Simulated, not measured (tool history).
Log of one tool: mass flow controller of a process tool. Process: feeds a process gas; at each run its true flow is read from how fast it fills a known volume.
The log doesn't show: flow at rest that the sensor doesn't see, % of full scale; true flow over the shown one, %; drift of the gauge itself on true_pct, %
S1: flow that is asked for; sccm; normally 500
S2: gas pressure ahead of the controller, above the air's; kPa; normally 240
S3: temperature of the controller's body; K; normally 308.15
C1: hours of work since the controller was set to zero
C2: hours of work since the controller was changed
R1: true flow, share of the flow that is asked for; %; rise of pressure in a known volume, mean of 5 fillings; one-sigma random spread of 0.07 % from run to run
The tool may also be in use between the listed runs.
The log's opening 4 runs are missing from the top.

run    hour   S1   S2      S3   C1   C2     R1
  5   189.2  251  240  308.15  502  502  98.32
  6   221.9  500  240  308.15  515  515  98.89
  7   283.4  500  240  308.15  539  539  98.67
  8   339.5  500  240  308.15  561  561  98.58
  9   392.7  500  240  306.15  581  581  98.59
 10   444.7  500  240  308.15  601  601  98.47
 11   514.0  667  240  308.15  628  628  98.68
 12   559.0  667  240  308.15  646  646  98.72
 13   603.2  500  214  308.15  663  663  98.57
 14   653.8  500  240  308.15  682  682  98.34
 15   687.5  500  240  308.15  695  695  98.41
 16   751.8  500  240  308.15  720  720  98.38
 17   797.7  500  240  308.15  738  738  98.22
 18   861.2  500  240  294.15  763  763  98.90
 19   910.9  500  240  294.15  782  782  98.88
 20   950.7  500  240  294.15  797  797  98.79
 21   995.6  500  240  294.15  815  815  98.81
 22  1035.7  500  240  308.15  830  830  98.08
     1038.8  -- gauge calibrated
 23  1072.7  102  240  308.15  845  845  98.45
 24  1104.0  500  240  308.15  857  857  98.82
 25  1157.1  500  240  308.15  877  877  98.97
 26  1226.1  500  240  300.15  904  904  99.07
 27  1285.2  509  230  298.15  927  927  99.10
 28  1349.6  239  179  308.15  952  952  98.56

Run 29 is up next; what results do you expect?
 29  1410.7  239  179  308.15  975  975   ?

{"run 29": {"R1": 98.59}}
Take away the tool's hidden state, keep the run-to-run variation as it was, and the same run would have given R1 98.87 %.

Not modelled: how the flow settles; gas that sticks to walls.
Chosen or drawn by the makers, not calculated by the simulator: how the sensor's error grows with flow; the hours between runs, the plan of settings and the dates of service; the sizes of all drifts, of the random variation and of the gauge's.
